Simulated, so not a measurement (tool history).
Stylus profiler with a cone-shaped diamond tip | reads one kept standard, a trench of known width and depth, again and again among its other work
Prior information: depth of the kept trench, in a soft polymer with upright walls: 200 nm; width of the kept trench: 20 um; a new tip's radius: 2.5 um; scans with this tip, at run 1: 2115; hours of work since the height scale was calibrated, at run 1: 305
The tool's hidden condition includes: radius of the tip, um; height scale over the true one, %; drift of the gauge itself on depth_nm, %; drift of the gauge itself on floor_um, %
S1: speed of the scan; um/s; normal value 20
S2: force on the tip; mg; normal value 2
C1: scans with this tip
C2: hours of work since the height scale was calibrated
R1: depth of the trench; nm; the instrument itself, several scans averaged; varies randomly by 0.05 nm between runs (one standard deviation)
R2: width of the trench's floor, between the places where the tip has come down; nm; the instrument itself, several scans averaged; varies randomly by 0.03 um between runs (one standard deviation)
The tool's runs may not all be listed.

run 1 hour=0 | S1=20 S2=2 | C1=2115 C2=305 | R1=201.2 R2=17580
run 2 hour=8.8 | S1=45 S2=2 | C1=2159 C2=311 | R1=201.08 R2=17380
run 3 hour=26.1 | S1=45 S2=2 | C1=2245 C2=324 | R1=201.24 R2=17460
run 4 hour=36.9 | S1=45 S2=2 | C1=2300 C2=332 | R1=201.17 R2=17460
run 5 hour=47.5 | S1=45 S2=2 | C1=2353 C2=339 | R1=201.23 R2=17470
run 6 hour=61.6 | S1=46 S2=2 | C1=2424 C2=349 | R1=201.19 R2=17400
run 7 hour=77.3 | S1=46 S2=2 | C1=2502 C2=361 | R1=201.23 R2=17400
run 8 hour=93.2 | S1=46 S2=2 | C1=2582 C2=372 | R1=201.32 R2=17420
run 9 hour=106.5 | S1=46 S2=2 | C1=2649 C2=382 | R1=201.22 R2=17400
run 10 hour=116.4 | S1=46 S2=2 | C1=2699 C2=389 | R1=201.32 R2=17380
run 11 hour=135.1 | S1=46 S2=2 | C1=2792 C2=403 | R1=201.35 R2=17390
run 12 hour=146.5 | S1=46 S2=2 | C1=2849 C2=411 | R1=201.26 R2=17340
run 13 hour=155.1 | S1=20 S2=2 | C1=2893 C2=417 | R1=201.24 R2=17430
run 14 hour=173.4 | S1=20 S2=2 | C1=2984 C2=430 | R1=201.27 R2=17420
run 15 hour=190.5 | S1=9 S2=1.79 | C1=3070 C2=443 | R1=201.27 R2=17480
run 16 hour=204.6 | S1=43 S2=1.97 | C1=3141 C2=453 | R1=201.31 R2=17350
run 17 hour=220.4 | S1=25 S2=2.4 | C1=3220 C2=464 | R1=201.47 R2=17400
run 18 hour=231.2 | S1=34 S2=1.44 | C1=3274 C2=472 | R1=201.11 R2=17330
run 19 hour=247.1 | S1=36 S2=3.3 | C1=3354 C2=484 | R1=201.75 R2=17330
run 20 hour=263.8 | S1=36 S2=3.3 | C1=3438 C2=496 | R1=201.75 R2=17350
run 21 hour=283.5 | S1=10 S2=2.8 | C1=3537 C2=510 | R1=201.68 R2=17420
run 22 hour=300 | S1=10 S2=2.8 | C1=3619 C2=522 | R1=201.7 R2=17390
run 23 hour=310.9 | S1=21 S2=2.4 | C1=3674 C2=530 | R1=201.39 R2=17360
run 24 hour=323.6 | S1=21 S2=2.4 | C1=3738 C2=539 | R1=201.53 R2=17350
run 25 hour=342.7 | S1=6 S2=1.92 | C1=3834 C2=553 | R1=201.24 R2=17410

Here are 5 independent what-if runs from the current tool condition. What would each one return?
run A hour=358.6 | S1=23 S2=2 | C1=3913 C2=564 | R1=? R2=?
run B hour=358.6 | S1=18 S2=2.08 | C1=3913 C2=564 | R1=? R2=?
run C hour=358.6 | S1=23 S2=1.37 | C1=3913 C2=564 | R1=? R2=?
run D hour=358.6 | S1=33 S2=4.93 | C1=3913 C2=564 | R1=? R2=?
run E hour=358.6 | S1=33 S2=1.92 | C1=3913 C2=564 | R1=? R2=?

run=A R1=201.28 R2=17320
run=B R1=201.33 R2=17330
run=C R1=201.08 R2=17250
run=D R1=202.34 R2=17370
run=E R1=201.3 R2=17270
What these runs would have given with no unlogged condition in the tool:
run=A R1=201.07 R2=17960
run=B R1=201.12 R2=17970
run=C R1=200.87 R2=17890
run=D R1=202.13 R2=18010
run=E R1=201.09 R2=17910

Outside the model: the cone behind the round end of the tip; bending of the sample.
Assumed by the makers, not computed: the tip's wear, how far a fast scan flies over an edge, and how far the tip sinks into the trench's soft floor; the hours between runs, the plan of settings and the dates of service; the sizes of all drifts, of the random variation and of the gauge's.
